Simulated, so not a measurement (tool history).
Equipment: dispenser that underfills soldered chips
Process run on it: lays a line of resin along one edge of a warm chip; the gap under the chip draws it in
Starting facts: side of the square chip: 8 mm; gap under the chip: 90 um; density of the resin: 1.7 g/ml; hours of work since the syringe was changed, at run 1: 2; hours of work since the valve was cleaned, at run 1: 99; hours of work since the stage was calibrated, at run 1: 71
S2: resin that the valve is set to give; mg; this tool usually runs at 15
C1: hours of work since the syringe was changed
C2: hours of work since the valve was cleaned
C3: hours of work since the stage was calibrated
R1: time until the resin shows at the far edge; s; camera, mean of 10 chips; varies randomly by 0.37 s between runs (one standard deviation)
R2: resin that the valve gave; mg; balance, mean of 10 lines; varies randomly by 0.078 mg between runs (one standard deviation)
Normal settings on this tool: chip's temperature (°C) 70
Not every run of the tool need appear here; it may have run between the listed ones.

run 1 day=0 | chip's_temperature_(°C)=70 S2=15 | C1=2 C2=99 C3=71 | R1=24 R2=14.33
-- day=0.4 new syringe of resin
run 2 day=0.412 | chip's_temperature_(°C)=70 S2=15 | C1=0 C2=106 C3=78 | R1=22.3 R2=14.2
-- day=0.904 new syringe of resin
run 3 day=1.083 | chip's_temperature_(°C)=70 S2=15 | C1=3 C2=118 C3=90 | R1=25.3 R2=14
-- day=1.396 new syringe of resin
run 4 day=1.396 | chip's_temperature_(°C)=70 S2=15 | C1=0 C2=123 C3=96 | R1=22.2 R2=14.03
-- day=1.588 dispensing valve cleaned and set on the balance
run 5 day=1.804 | chip's_temperature_(°C)=69 S2=15 | C1=7 C2=4 C3=102 | R1=30.4 R2=14.88
-- day=1.938 new syringe of resin
run 6 day=2.392 | chip's_temperature_(°C)=70 S2=15 | C1=8 C2=14 C3=113 | R1=31.8 R2=14.92
-- day=2.454 new syringe of resin
run 7 day=2.862 | chip's_temperature_(°C)=70 S2=15 | C1=7 C2=23 C3=121 | R1=30.9 R2=14.92
-- day=2.967 new syringe of resin
run 8 day=3.342 | chip's_temperature_(°C)=70 S2=15 | C1=7 C2=31 C3=129 | R1=29.1 R2=14.68
-- day=3.462 new syringe of resin
-- day=3.988 new syringe of resin
run 9 day=4.058 | chip's_temperature_(°C)=70 S2=15 | C1=1 C2=44 C3=142 | R1=23.5 R2=14.63
run 10 day=4.442 | chip's_temperature_(°C)=70 S2=15 | C1=8 C2=50 C3=149 | R1=31.2 R2=14.55
-- day=4.5 new syringe of resin
-- day=5.021 new syringe of resin
run 11 day=5.054 | chip's_temperature_(°C)=70 S2=15 | C1=1 C2=61 C3=160 | R1=23.3 R2=14.42
-- day=5.525 new syringe of resin
run 12 day=5.617 | chip's_temperature_(°C)=70 S2=15 | C1=2 C2=71 C3=169 | R1=24.3 R2=14.5
-- day=6.042 new syringe of resin
run 13 day=6.229 | chip's_temperature_(°C)=70 S2=15 | C1=3 C2=82 C3=180 | R1=25.3 R2=14.46
-- day=6.579 new syringe of resin
run 14 day=6.812 | chip's_temperature_(°C)=70 S2=15 | C1=4 C2=92 C3=191 | R1=27.4 R2=14.35
-- day=7.079 new syringe of resin
run 15 day=7.346 | chip's_temperature_(°C)=70 S2=15 | C1=5 C2=102 C3=200 | R1=27.9 R2=14.34
-- day=7.604 new syringe of resin
run 16 day=7.646 | chip's_temperature_(°C)=66 S2=12.9 | C1=1 C2=107 C3=205 | R1=29.1 R2=12.22
-- day=8.146 new syringe of resin
run 17 day=8.162 | chip's_temperature_(°C)=65 S2=15.5 | C1=0 C2=116 C3=214 | R1=28.5 R2=14.6
-- day=8.667 new syringe of resin
-- day=8.788 dispensing valve cleaned and set on the balance
run 18 day=8.788 | chip's_temperature_(°C)=64 S2=15.9 | C1=1 C2=0 C3=225 | R1=31.4 R2=15.98
-- day=9.196 new syringe of resin
run 19 day=9.471 | chip's_temperature_(°C)=61 S2=17.8 | C1=5 C2=12 C3=237 | R1=41 R2=17.82
-- day=9.712 new syringe of resin
run 20 day=10.075 | chip's_temperature_(°C)=75 S2=17.8 | C1=7 C2=23 C3=248 | R1=23.3 R2=17.62
-- day=10.212 new syringe of resin
-- day=10.742 new syringe of resin
run 21 day=10.771 | chip's_temperature_(°C)=82 S2=17.9 | C1=1 C2=35 C3=260 | R1=13.6 R2=17.5
-- day=11.262 new syringe of resin
run 22 day=11.296 | chip's_temperature_(°C)=82 S2=17.9 | C1=1 C2=44 C3=269 | R1=13.2 R2=17.55
-- day=11.796 new syringe of resin
run 23 day=12.008 | chip's_temperature_(°C)=82 S2=17.9 | C1=4 C2=57 C3=282 | R1=15.1 R2=17.26
-- day=12.304 new syringe of resin
run 24 day=12.546 | chip's_temperature_(°C)=82 S2=17.9 | C1=4 C2=66 C3=291 | R1=15.7 R2=17.26
-- day=12.821 new syringe of resin
run 25 day=13.25 | chip's_temperature_(°C)=82 S2=17.9 | C1=8 C2=79 C3=304 | R1=18.1 R2=17.18
-- day=13.338 new syringe of resin
-- day=13.846 new syringe of resin
run 26 day=13.917 | chip's_temperature_(°C)=69 S2=14.5 | C1=1 C2=91 C3=315 | R1=24.1 R2=13.79
-- day=14.367 new syringe of resin
run 27 day=14.438 | chip's_temperature_(°C)=63 S2=16.8 | C1=1 C2=100 C3=324 | R1=33.2 R2=15.92
-- day=14.867 new syringe of resin
run 28 day=14.867 | chip's_temperature_(°C)=63 S2=16.8 | C1=0 C2=107 C3=332 | R1=30.7 R2=15.86
-- day=15.362 new syringe of resin
run 29 day=15.546 | chip's_temperature_(°C)=63 S2=16.8 | C1=3 C2=119 C3=344 | R1=35.8 R2=15.76

What if the next run were any one of these 3? Each begins from the tool's condition after run 29:
-- day=15.854 new syringe of resin
-- day=15.992 dispensing valve cleaned and set on the balance
run A day=16.133 | chip's_temperature_(°C)=63 S2=16.8 | C1=4 C2=3 C3=354 | R1=? R2=?
-- day=15.854 new syringe of resin
-- day=15.992 dispensing valve cleaned and set on the balance
run B day=16.133 | chip's_temperature_(°C)=73 S2=18.3 | C1=4 C2=3 C3=354 | R1=? R2=?
-- day=15.854 new syringe of resin
-- day=15.992 dispensing valve cleaned and set on the balance
run C day=16.133 | chip's_temperature_(°C)=64 S2=15 | C1=4 C2=3 C3=354 | R1=? R2=?

run=A R1=36.3 R2=16.78
run=B R1=23.4 R2=18.28
run=C R1=36.4 R2=15.01
Without the tool's unlogged condition, the same runs would have read:
run=A R1=28.4 R2=16.86
run=B R1=18.4 R2=18.37
run=C R1=28.5 R2=15.08
